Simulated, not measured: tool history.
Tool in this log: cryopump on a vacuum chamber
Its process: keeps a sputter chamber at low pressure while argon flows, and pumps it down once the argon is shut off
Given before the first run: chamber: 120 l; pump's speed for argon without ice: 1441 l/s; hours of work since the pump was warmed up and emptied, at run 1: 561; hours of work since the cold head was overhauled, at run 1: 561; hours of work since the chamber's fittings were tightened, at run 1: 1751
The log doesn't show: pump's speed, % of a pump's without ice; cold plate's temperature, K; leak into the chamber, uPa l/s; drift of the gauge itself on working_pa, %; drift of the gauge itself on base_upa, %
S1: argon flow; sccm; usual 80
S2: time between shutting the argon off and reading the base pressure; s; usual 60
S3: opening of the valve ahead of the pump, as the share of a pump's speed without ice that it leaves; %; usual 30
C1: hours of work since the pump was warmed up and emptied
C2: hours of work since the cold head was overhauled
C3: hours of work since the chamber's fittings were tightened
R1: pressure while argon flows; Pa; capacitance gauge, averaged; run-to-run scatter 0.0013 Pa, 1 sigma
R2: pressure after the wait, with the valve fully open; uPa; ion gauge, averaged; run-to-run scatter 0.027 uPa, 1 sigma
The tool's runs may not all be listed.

run	day	S1	S2	S3	C1	C2	C3	R1	R2
1	0.000	80	60	30	561	561	1751	0.3351	1.66
2	1.596	80	60	30	592	592	1783	0.3352	1.69
3	2.812	80	60	54	616	616	1807	0.1964	1.72
4	4.325	80	60	30	645	645	1836	0.3393	1.71
5	5.125	80	60	30	661	661	1852	0.3393	1.74
6	5.888	80	60	30	676	676	1867	0.3376	1.67
7	7.408	80	60	30	706	706	1897	0.3399	1.69
8	9.062	80	60	30	738	738	1929	0.3433	1.74
9	10.338	80	60	30	763	763	1954	0.3428	1.75
# day 11.679: pump warmed up, emptied and cooled again
10	12.046	80	60	30	7	793	1984	0.3124	1.61
11	13.062	80	60	30	27	813	2003	0.3151	1.59
12	14.054	80	60	30	47	832	2023	0.3141	1.60
13	15.142	80	60	30	68	853	2044	0.3154	1.54
14	16.121	80	60	30	87	873	2063	0.3169	1.62
15	17.383	80	60	30	112	897	2088	0.3173	1.64
16	18.988	80	60	30	143	929	2120	0.3188	1.62
17	19.829	80	60	30	160	945	2136	0.3160	1.62
18	20.725	37	26	24	177	963	2154	0.1841	2.91
19	21.929	101	39	38	201	986	2177	0.3177	2.13
20	23.488	141	25	35	232	1017	2208	0.4844	3.03
21	25.046	32	144	35	262	1048	2238	0.1113	1.14
22	26.529	138	49	30	291	1077	2268	0.5512	1.85
23	27.438	138	49	30	309	1094	2285	0.5573	1.86
24	28.575	81	283	30	331	1117	2308	0.3298	0.92
25	29.625	81	90	44	352	1137	2328	0.2293	1.44
26	30.654	62	24	30	372	1157	2348	0.2528	3.16
27	31.438	56	104	30	387	1173	2364	0.2273	1.29
28	32.567	36	104	30	410	1195	2386	0.1474	1.31
29	33.575	46	55	31	429	1215	2406	0.1828	1.82
30	34.454	46	55	31	447	1232	2423	0.1804	1.83
31	35.638	131	63	48	470	1255	2446	0.3455	1.76
32	37.171	83	44	30	500	1285	2476	0.3420	2.15
33	38.175	83	44	30	520	1305	2496	0.3428	2.18

Here are 5 independent what-if runs from the current tool condition. What would each one return?
A	39.675	148	46	30	549	1334	2525	?	?
B	39.675	80	31	30	549	1334	2525	?	?
C	39.675	34	254	30	549	1334	2525	?	?
D	39.675	43	44	30	549	1334	2525	?	?
E	39.675	39	68	30	549	1334	2525	?	?

run	R1	R2
A	0.6140	2.08
B	0.3334	2.66
C	0.1431	1.04
D	0.1780	2.12
E	0.1618	1.72
Without the tool's hidden state the same runs would have given:
run	R1	R2
A	0.5781	1.48
B	0.3139	2.07
C	0.1348	0.45
D	0.1676	1.53
E	0.1524	1.10
